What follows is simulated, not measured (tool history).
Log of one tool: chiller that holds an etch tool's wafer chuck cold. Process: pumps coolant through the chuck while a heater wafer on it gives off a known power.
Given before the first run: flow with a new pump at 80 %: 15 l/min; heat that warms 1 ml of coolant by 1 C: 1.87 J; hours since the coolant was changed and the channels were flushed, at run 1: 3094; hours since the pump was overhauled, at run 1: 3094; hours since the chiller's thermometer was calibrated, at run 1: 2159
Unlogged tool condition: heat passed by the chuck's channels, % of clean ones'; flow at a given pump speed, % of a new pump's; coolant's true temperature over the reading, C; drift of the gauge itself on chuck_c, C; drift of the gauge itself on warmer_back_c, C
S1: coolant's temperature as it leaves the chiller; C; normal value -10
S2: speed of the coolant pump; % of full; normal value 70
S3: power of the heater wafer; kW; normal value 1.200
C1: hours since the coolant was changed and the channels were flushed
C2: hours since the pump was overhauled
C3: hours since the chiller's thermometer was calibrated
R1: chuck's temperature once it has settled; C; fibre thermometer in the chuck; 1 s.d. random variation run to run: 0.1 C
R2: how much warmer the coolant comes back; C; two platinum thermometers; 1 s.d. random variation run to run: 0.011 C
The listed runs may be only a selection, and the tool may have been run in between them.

run	hour	S1	S2	S3	C1	C2	C3	R1	R2
1	0.0	-10	70	1.200	3094	3094	2159	-0.1	3.09
2	74.0	-10	70	1.200	3167	3167	2233	0.0	3.09
3	115.7	-10	70	1.200	3209	3209	2275	0.0	3.11
4	157.5	-10	70	0.719	3251	3251	2317	-3.8	1.86
5	226.2	-10	70	1.200	3320	3320	2385	0.0	3.11
6	313.9	-10	74	1.200	3407	3407	2473	-0.3	2.94
7	416.0	-10	68	1.200	3510	3510	2575	0.3	3.22
# hour 450.6: chiller's thermometer calibrated
8	509.4	-10	68	1.200	3602	3602	59	1.3	3.24
9	568.6	-10	68	1.200	3661	3661	118	1.1	3.21
10	653.1	-10	70	1.200	3746	3746	202	0.9	3.14
11	698.0	-10	70	0.645	3791	3791	247	-3.6	1.67
12	739.4	-10	90	0.645	3832	3832	289	-4.6	1.29
# hour 835.6: chiller's thermometer calibrated, once more
13	840.7	-10	71	1.200	3932	3932	5	-0.3	3.10
14	931.9	-10	71	1.200	4023	4023	96	-0.2	3.08
15	1021.9	-10	71	1.200	4113	4113	186	-0.1	3.09
16	1064.6	-10	71	1.200	4156	4156	229	0.1	3.07
17	1130.1	-6	81	1.200	4222	4222	294	3.0	2.71
18	1184.3	-10	70	1.596	4276	4276	349	3.4	4.19
19	1263.8	-10	70	1.596	4355	4355	428	3.6	4.21
20	1328.4	-11	70	0.797	4420	4420	493	-4.1	2.09
# hour 1349.1: coolant changed, channels flushed
# hour 1425.8: coolant pump overhauled
21	1436.8	-9	70	1.200	83	11	590	-0.8	2.95
22	1485.5	-9	70	1.200	131	60	639	-0.8	2.97
23	1530.1	-9	70	1.200	176	104	683	-0.8	2.94
24	1581.6	-9	70	1.200	228	156	735	-0.7	2.96
25	1683.6	-13	95	1.200	330	258	837	-6.4	2.14
26	1747.0	-13	95	1.200	393	321	900	-6.5	2.16
27	1829.9	-3	88	1.328	476	404	983	4.5	2.56
28	1920.9	-13	69	0.796	567	495	1074	-7.3	2.00
29	2002.2	-5	97	1.661	648	576	1156	4.1	2.91
30	2073.9	-17	97	0.680	720	648	1227	-12.9	1.20
31	2147.2	-15	81	0.680	793	721	1301	-10.7	1.43

What if the next run were any one of these 3? Each begins from the tool's condition after run 31:
A	2247.0	-13	70	1.200	893	821	1400	?	?
B	2247.0	-10	68	1.016	893	821	1400	?	?
C	2247.0	-6	63	1.497	893	821	1400	?	?

run	R1	R2
A	-4.4	2.99
B	-2.4	2.61
C	5.8	4.15
What these runs would have given with no unlogged condition in the tool:
run	R1	R2
A	-5.1	2.97
B	-3.1	2.59
C	5.0	4.13
